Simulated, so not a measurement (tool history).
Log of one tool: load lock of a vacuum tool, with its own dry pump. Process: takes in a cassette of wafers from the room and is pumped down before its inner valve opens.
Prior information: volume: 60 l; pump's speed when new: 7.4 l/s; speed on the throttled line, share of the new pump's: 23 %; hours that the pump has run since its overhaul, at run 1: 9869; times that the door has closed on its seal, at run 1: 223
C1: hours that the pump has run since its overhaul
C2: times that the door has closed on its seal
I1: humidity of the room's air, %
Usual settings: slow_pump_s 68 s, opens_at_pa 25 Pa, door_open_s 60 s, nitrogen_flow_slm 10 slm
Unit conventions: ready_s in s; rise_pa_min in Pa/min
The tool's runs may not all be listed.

run 1 day=0 | slow_pump_s=68 opens_at_pa=25 door_open_s=60 nitrogen_flow_slm=10 | C1=9869 C2=223 | I1=44 | ready_s=118.5 rise_pa_min=0.02
run 2 day=10.629 | slow_pump_s=68 opens_at_pa=25 door_open_s=60 nitrogen_flow_slm=10 | C1=10125 C2=1473 | I1=45.8 | ready_s=120.4 rise_pa_min=0.014
run 3 day=26.967 | slow_pump_s=68 opens_at_pa=28 door_open_s=60 nitrogen_flow_slm=10 | C1=10517 C2=3394 | I1=41.2 | ready_s=119.7 rise_pa_min=0.02
run 4 day=40.346 | slow_pump_s=68 opens_at_pa=43 door_open_s=60 nitrogen_flow_slm=10 | C1=10838 C2=4968 | I1=45.1 | ready_s=116 rise_pa_min=0.02
run 5 day=60.654 | slow_pump_s=68 opens_at_pa=43 door_open_s=60 nitrogen_flow_slm=10 | C1=11325 C2=7356 | I1=46.4 | ready_s=114.9 rise_pa_min=0.014
run 6 day=76.608 | slow_pump_s=68 opens_at_pa=43 door_open_s=60 nitrogen_flow_slm=10 | C1=11708 C2=9232 | I1=47.1 | ready_s=115.7 rise_pa_min=0.021
run 7 day=88.171 | slow_pump_s=68 opens_at_pa=43 door_open_s=60 nitrogen_flow_slm=10 | C1=11986 C2=10592 | I1=42.2 | ready_s=115.9 rise_pa_min=0.02
run 8 day=107.512 | slow_pump_s=68 opens_at_pa=25 door_open_s=48 nitrogen_flow_slm=10 | C1=12450 C2=12866 | I1=44.8 | ready_s=119.5 rise_pa_min=0.022
run 9 day=122.675 | slow_pump_s=76 opens_at_pa=26 door_open_s=59 nitrogen_flow_slm=10 | C1=12814 C2=14649 | I1=42.7 | ready_s=127 rise_pa_min=0.012
run 10 day=143.429 | slow_pump_s=130 opens_at_pa=24 door_open_s=54 nitrogen_flow_slm=7 | C1=13312 C2=17090 | I1=49.5 | ready_s=166.7 rise_pa_min=0.025
run 11 day=155.704 | slow_pump_s=127 opens_at_pa=28 door_open_s=160 nitrogen_flow_slm=5 | C1=13606 C2=18534 | I1=46.1 | ready_s=163.9 rise_pa_min=0.041
run 12 day=174.004 | slow_pump_s=127 opens_at_pa=24 door_open_s=85 nitrogen_flow_slm=5 | C1=14046 C2=20686 | I1=43.7 | ready_s=165 rise_pa_min=0.024
run 13 day=187.208 | slow_pump_s=127 opens_at_pa=24 door_open_s=85 nitrogen_flow_slm=5 | C1=14362 C2=22239 | I1=45.5 | ready_s=165.7 rise_pa_min=0.022
-- day=196.346 dry pump taken out, an overhauled one fitted
run 14 day=196.442 | slow_pump_s=56 opens_at_pa=20 door_open_s=143 nitrogen_flow_slm=19 | C1=2 C2=23295 | I1=44.6 | ready_s=112.5 rise_pa_min=0.024
run 15 day=211.025 | slow_pump_s=56 opens_at_pa=20 door_open_s=143 nitrogen_flow_slm=19 | C1=352 C2=25010 | I1=45 | ready_s=112.8 rise_pa_min=0.016
run 16 day=220.35 | slow_pump_s=36 opens_at_pa=36 door_open_s=60 nitrogen_flow_slm=10 | C1=576 C2=26107 | I1=49.1 | ready_s=92.2 rise_pa_min=0.015

Hidden condition of the tool, last listed run before each entry between runs versus first listed run after:
In the gap between runs 13 and 14: dry pump taken out, an overhauled one fitted (day 196.346)
  pump's speed, % of a new pump's: 99.9 -> 100; leak at the door's seal, Pa l/s: 0.0025 -> 0.0026
